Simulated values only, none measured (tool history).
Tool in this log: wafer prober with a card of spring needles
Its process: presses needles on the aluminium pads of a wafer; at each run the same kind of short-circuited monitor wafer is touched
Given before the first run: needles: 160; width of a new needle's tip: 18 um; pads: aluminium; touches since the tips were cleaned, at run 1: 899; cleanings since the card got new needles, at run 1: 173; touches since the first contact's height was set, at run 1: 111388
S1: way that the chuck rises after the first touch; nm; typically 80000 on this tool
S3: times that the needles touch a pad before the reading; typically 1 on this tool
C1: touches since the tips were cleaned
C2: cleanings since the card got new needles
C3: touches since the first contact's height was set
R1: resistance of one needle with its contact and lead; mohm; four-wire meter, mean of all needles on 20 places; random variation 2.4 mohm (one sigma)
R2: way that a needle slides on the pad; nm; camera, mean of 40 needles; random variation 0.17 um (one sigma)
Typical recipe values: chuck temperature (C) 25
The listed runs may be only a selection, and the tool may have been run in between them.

{"run": 1, "hour": 0.0, "S1": 80000, "chuck temperature (C)": 25, "S3": 1, "C1": 899, "C2": 173, "C3": 111388, "R1": 291, "R2": 17430}
{"hour": 2.0, "done": "tips cleaned on abrasive film"}
{"hour": 6.1, "done": "tips cleaned on abrasive film"}
{"hour": 10.1, "done": "tips cleaned on abrasive film"}
{"run": 2, "hour": 11.8, "S1": 80000, "chuck temperature (C)": 25, "S3": 1, "C1": 748, "C2": 176, "C3": 116492, "R1": 286, "R2": 17340}
{"hour": 14.9, "done": "tips cleaned on abrasive film"}
{"hour": 19.0, "done": "tips cleaned on abrasive film"}
{"hour": 24.0, "done": "tips cleaned on abrasive film"}
{"hour": 28.0, "done": "tips cleaned on abrasive film"}
{"run": 3, "hour": 29.5, "S1": 80000, "chuck temperature (C)": 25, "S3": 1, "C1": 665, "C2": 180, "C3": 124145, "R1": 291, "R2": 17420}
{"hour": 32.6, "done": "tips cleaned on abrasive film"}
{"hour": 37.6, "done": "tips cleaned on abrasive film"}
{"hour": 41.7, "done": "tips cleaned on abrasive film"}
{"hour": 45.7, "done": "tips cleaned on abrasive film"}
{"hour": 49.8, "done": "tips cleaned on abrasive film"}
{"run": 4, "hour": 50.0, "S1": 80000, "chuck temperature (C)": 25, "S3": 1, "C1": 100, "C2": 185, "C3": 132980, "R1": 279, "R2": 17320}
{"hour": 54.1, "done": "tips cleaned on abrasive film"}
{"hour": 59.1, "done": "tips cleaned on abrasive film"}
{"hour": 63.1, "done": "tips cleaned on abrasive film"}
{"hour": 67.2, "done": "tips cleaned on abrasive film"}
{"run": 5, "hour": 67.4, "S1": 80000, "chuck temperature (C)": 25, "S3": 1, "C1": 103, "C2": 189, "C3": 140491, "R1": 285, "R2": 17420}
{"hour": 71.4, "done": "tips cleaned on abrasive film"}
{"hour": 75.5, "done": "tips cleaned on abrasive film"}
{"hour": 79.5, "done": "tips cleaned on abrasive film"}
{"run": 6, "hour": 79.6, "S1": 80000, "chuck temperature (C)": 25, "S3": 1, "C1": 24, "C2": 192, "C3": 145755, "R1": 283, "R2": 17410}
{"hour": 83.7, "done": "tips cleaned on abrasive film"}
{"hour": 87.7, "done": "tips cleaned on abrasive film"}
{"hour": 91.8, "done": "tips cleaned on abrasive film"}
{"hour": 96.8, "done": "tips cleaned on abrasive film"}
{"run": 7, "hour": 100.0, "S1": 80000, "chuck temperature (C)": 25, "S3": 1, "C1": 1397, "C2": 196, "C3": 154592, "R1": 296, "R2": 17170}
{"hour": 101.1, "done": "tips cleaned on abrasive film"}
{"hour": 105.1, "done": "tips cleaned on abrasive film"}
{"hour": 110.2, "done": "tips cleaned on abrasive film"}
{"hour": 114.2, "done": "tips cleaned on abrasive film"}
{"hour": 118.3, "done": "tips cleaned on abrasive film"}
{"hour": 122.3, "done": "tips cleaned on abrasive film"}
{"run": 8, "hour": 123.9, "S1": 80000, "chuck temperature (C)": 25, "S3": 1, "C1": 692, "C2": 202, "C3": 164894, "R1": 286, "R2": 17160}
{"hour": 126.9, "done": "tips cleaned on abrasive film"}
{"hour": 132.0, "done": "tips cleaned on abrasive film"}
{"hour": 136.7, "done": "tips cleaned on abrasive film"}
{"run": 9, "hour": 136.7, "S1": 80000, "chuck temperature (C)": 25, "S3": 1, "C1": 0, "C2": 205, "C3": 170447, "R1": 281, "R2": 17290}
{"hour": 140.8, "done": "tips cleaned on abrasive film"}
{"hour": 144.8, "done": "tips cleaned on abrasive film"}
{"hour": 149.9, "done": "tips cleaned on abrasive film"}
{"hour": 153.9, "done": "tips cleaned on abrasive film"}
{"run": 10, "hour": 155.1, "S1": 80000, "chuck temperature (C)": 25, "S3": 1, "C1": 523, "C2": 209, "C3": 178395, "R1": 284, "R2": 17200}
{"hour": 156.4, "done": "height of the first contact set anew"}
{"hour": 158.5, "done": "tips cleaned on abrasive film"}
{"hour": 162.5, "done": "tips cleaned on abrasive film"}
{"hour": 167.5, "done": "tips cleaned on abrasive film"}
{"run": 11, "hour": 169.4, "S1": 80000, "chuck temperature (C)": 25, "S3": 1, "C1": 833, "C2": 212, "C3": 5631, "R1": 287, "R2": 16590}
{"hour": 172.5, "done": "tips cleaned on abrasive film"}
{"hour": 176.5, "done": "tips cleaned on abrasive film"}
{"hour": 181.5, "done": "tips cleaned on abrasive film"}
{"hour": 186.6, "done": "tips cleaned on abrasive film"}
{"run": 12, "hour": 187.8, "S1": 84000, "chuck temperature (C)": 25, "S3": 1, "C1": 559, "C2": 216, "C3": 13600, "R1": 293, "R2": 17880}
{"hour": 190.9, "done": "tips cleaned on abrasive film"}
{"hour": 195.9, "done": "tips cleaned on abrasive film"}
{"run": 13, "hour": 198.6, "S1": 80000, "chuck temperature (C)": 25, "S3": 1, "C1": 1201, "C2": 218, "C3": 18293, "R1": 298, "R2": 16960}
{"hour": 200.7, "done": "tips cleaned on abrasive film"}
{"hour": 204.8, "done": "tips cleaned on abrasive film"}
{"hour": 208.8, "done": "tips cleaned on abrasive film"}
{"hour": 211.1, "done": "height of the first contact set anew, once more"}
{"hour": 213.2, "done": "tips cleaned on abrasive film"}
{"run": 14, "hour": 215.0, "S1": 80000, "chuck temperature (C)": 46, "S3": 2, "C1": 812, "C2": 222, "C3": 1686, "R1": 293, "R2": 18240}
{"hour": 218.1, "done": "tips cleaned on abrasive film"}
{"hour": 223.1, "done": "tips cleaned on abrasive film"}
{"hour": 228.1, "done": "tips cleaned on abrasive film"}
{"hour": 233.2, "done": "tips cleaned on abrasive film"}
{"run": 15, "hour": 234.6, "S1": 94000, "chuck temperature (C)": 31, "S3": 1, "C1": 644, "C2": 226, "C3": 10186, "R1": 284, "R2": 21110}
{"hour": 237.7, "done": "tips cleaned on abrasive film"}
{"hour": 242.7, "done": "tips cleaned on abrasive film"}
{"hour": 246.7, "done": "tips cleaned on abrasive film"}
{"run": 16, "hour": 247.8, "S1": 92000, "chuck temperature (C)": 31, "S3": 1, "C1": 475, "C2": 229, "C3": 15889, "R1": 285, "R2": 20860}
{"hour": 250.9, "done": "tips cleaned on abrasive film"}
{"hour": 255.9, "done": "tips cleaned on abrasive film"}
{"hour": 260.9, "done": "tips cleaned on abrasive film"}
{"hour": 266.0, "done": "tips cleaned on abrasive film"}
{"run": 17, "hour": 267.4, "S1": 92000, "chuck temperature (C)": 31, "S3": 1, "C1": 642, "C2": 233, "C3": 24385, "R1": 289, "R2": 20680}
{"hour": 270.5, "done": "tips cleaned on abrasive film"}
{"hour": 274.5, "done": "tips cleaned on abrasive film"}
{"hour": 278.6, "done": "tips cleaned on abrasive film"}
{"run": 18, "hour": 278.8, "S1": 92000, "chuck temperature (C)": 31, "S3": 1, "C1": 111, "C2": 236, "C3": 29286, "R1": 281, "R2": 20910}
{"hour": 282.8, "done": "tips cleaned on abrasive film"}
{"hour": 287.9, "done": "tips cleaned on abrasive film"}
{"run": 19, "hour": 291.4, "S1": 92000, "chuck temperature (C)": 31, "S3": 1, "C1": 1543, "C2": 238, "C3": 34758, "R1": 291, "R2": 21010}
{"hour": 292.5, "done": "tips cleaned on abrasive film"}
{"hour": 297.5, "done": "tips cleaned on abrasive film"}
{"hour": 301.5, "done": "tips cleaned on abrasive film"}
{"run": 20, "hour": 305.4, "S1": 92000, "chuck temperature (C)": 31, "S3": 1, "C1": 1702, "C2": 241, "C3": 40826, "R1": 292, "R2": 20870}
{"hour": 306.5, "done": "tips cleaned on abrasive film"}
{"hour": 311.5, "done": "tips cleaned on abrasive film"}
{"hour": 316.5, "done": "tips cleaned on abrasive film"}
{"hour": 321.5, "done": "tips cleaned on abrasive film"}
{"hour": 326.6, "done": "tips cleaned on abrasive film"}
{"run": 21, "hour": 326.6, "S1": 80000, "chuck temperature (C)": 48, "S3": 2, "C1": 0, "C2": 246, "C3": 49972, "R1": 293, "R2": 18070}
{"hour": 331.6, "done": "tips cleaned on abrasive film"}
{"hour": 335.7, "done": "tips cleaned on abrasive film"}
{"hour": 339.7, "done": "tips cleaned on abrasive film"}
{"run": 22, "hour": 339.7, "S1": 97000, "chuck temperature (C)": 31, "S3": 1, "C1": 0, "C2": 249, "C3": 55654, "R1": 277, "R2": 21750}
{"hour": 344.7, "done": "tips cleaned on abrasive film"}
{"hour": 349.7, "done": "tips cleaned on abrasive film"}
{"hour": 353.8, "done": "tips cleaned on abrasive film"}
{"run": 23, "hour": 354.0, "S1": 97000, "chuck temperature (C)": 31, "S3": 1, "C1": 104, "C2": 252, "C3": 61849, "R1": 281, "R2": 21560}
{"hour": 358.1, "done": "tips cleaned on abrasive film"}
{"hour": 362.1, "done": "tips cleaned on abrasive film"}
{"hour": 366.2, "done": "tips cleaned on abrasive film"}
{"run": 24, "hour": 370.0, "S1": 80000, "chuck temperature (C)": 46, "S3": 3, "C1": 1681, "C2": 255, "C3": 68774, "R1": 291, "R2": 17560}
{"hour": 371.1, "done": "tips cleaned on abrasive film"}
{"hour": 375.1, "done": "tips cleaned on abrasive film"}
{"hour": 379.2, "done": "tips cleaned on abrasive film"}
{"hour": 383.2, "done": "tips cleaned on abrasive film"}
{"hour": 388.3, "done": "tips cleaned on abrasive film"}
{"hour": 392.3, "done": "tips cleaned on abrasive film"}
{"run": 25, "hour": 394.0, "S1": 97000, "chuck temperature (C)": 46, "S3": 3, "C1": 749, "C2": 261, "C3": 79132, "R1": 286, "R2": 21330}

Here are 3 independent what-if runs from the current tool condition. What would each one return?
{"hour": 397.1, "done": "tips cleaned on abrasive film"}
{"hour": 401.1, "done": "tips cleaned on abrasive film"}
{"run": "A", "hour": 404.2, "S1": 65000, "chuck temperature (C)": 31, "S3": 3, "C1": 1360, "C2": 263, "C3": 83549, "R1": "?", "R2": "?"}
{"hour": 397.1, "done": "tips cleaned on abrasive film"}
{"hour": 401.1, "done": "tips cleaned on abrasive film"}
{"run": "B", "hour": 404.2, "S1": 67000, "chuck temperature (C)": 81, "S3": 3, "C1": 1360, "C2": 263, "C3": 83549, "R1": "?", "R2": "?"}
{"hour": 397.1, "done": "tips cleaned on abrasive film"}
{"hour": 401.1, "done": "tips cleaned on abrasive film"}
{"run": "C", "hour": 404.2, "S1": 72000, "chuck temperature (C)": 46, "S3": 3, "C1": 1360, "C2": 263, "C3": 83549, "R1": "?", "R2": "?"}

run=A R1=297 R2=14330
run=B R1=317 R2=14780
run=C R1=298 R2=15990
What these runs would have given with no unlogged condition in the tool:
run=A R1=283 R2=14850
run=B R1=303 R2=15290
run=C R1=286 R2=16510
